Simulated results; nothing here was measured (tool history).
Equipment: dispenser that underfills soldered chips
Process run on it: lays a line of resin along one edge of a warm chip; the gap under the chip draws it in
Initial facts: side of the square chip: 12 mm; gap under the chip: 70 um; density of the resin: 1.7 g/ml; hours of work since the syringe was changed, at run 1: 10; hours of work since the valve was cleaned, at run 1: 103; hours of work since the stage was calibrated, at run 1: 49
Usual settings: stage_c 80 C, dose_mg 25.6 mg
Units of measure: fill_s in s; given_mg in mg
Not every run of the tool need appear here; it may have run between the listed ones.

run   hour  stage_c  dose_mg  hours of work since the syringe was changed  hours of work since the valve was cleaned  hours of work since the stage was calibrated  fill_s  given_mg
  1      0       80     25.6                                           10                                        103                                            49   200.4      23.3
       0.8  -- new syringe of resin
  2      8       78     25.6                                            6                                        109                                            55   172.9     23.35
      14.7  -- new syringe of resin
      15.7  -- dispensing valve cleaned and set on the balance
  3   17.4       78     26.5                                            1                                          1                                            61   130.1     26.38
  4   25.6       80     25.6                                            8                                          8                                            68   177.5     25.67
        30  -- new syringe of resin
  5   30.3       80     25.6                                            0                                         11                                            71   115.4     25.44
  6   34.9       80     25.6                                            4                                         14                                            74   138.5     25.26
  7   40.7       80     25.6                                            8                                         19                                            79   183.9     25.17
      44.1  -- new syringe of resin
  8   46.3       80     25.6                                            2                                         23                                            83   121.7     25.09
  9   52.1       80     25.6                                            6                                         27                                            87   161.2     24.93
      58.2  -- new syringe of resin
 10   58.3       80     25.6                                            0                                         32                                            92   114.5     24.84
 11   65.7       80     25.6                                            6                                         38                                            97   158.3     24.72
 12   71.4       69     28.7                                           10                                         42                                           102   295.2     27.64
      72.3  -- new syringe of resin
 13   78.5       79     32.7                                            5                                         47                                           107   151.9     31.33
 14   85.2       80       31                                           10                                         52                                           112   199.8     29.61
      86.1  -- new syringe of resin
 15   93.4       80       31                                            6                                         58                                           118   149.5     29.47
 16   97.1       93     27.7                                            8                                         61                                           121   117.6     26.12
     100.3  -- new syringe of resin
 17  101.3       93     31.7                                            1                                         64                                           124    72.6     30.06
 18    105       85     24.6                                            4                                         67                                           127   115.8     23.19

Each row is a separate what-if for the run after 18, all from the same tool condition, not one after another. Results?
  A  111.4       86     26.4                                            8                                         72                                           132       ?         ?
  B  111.4       75     25.7                                            8                                         72                                           132       ?         ?
  C  111.4       80       29                                            8                                         72                                           132       ?         ?
  D  111.4       85     24.2                                            8                                         72                                           132       ?         ?

run  fill_s  given_mg
  A   150.5     24.85
  B   219.9      24.1
  C   181.6     27.22
  D   161.3     22.79
Take away the tool's hidden state, keep each run's random variation, and the runs would have read:
run  fill_s  given_mg
  A    91.8     26.48
  B   134.3     25.68
  C   111.4     29.01
  D    98.1     24.29

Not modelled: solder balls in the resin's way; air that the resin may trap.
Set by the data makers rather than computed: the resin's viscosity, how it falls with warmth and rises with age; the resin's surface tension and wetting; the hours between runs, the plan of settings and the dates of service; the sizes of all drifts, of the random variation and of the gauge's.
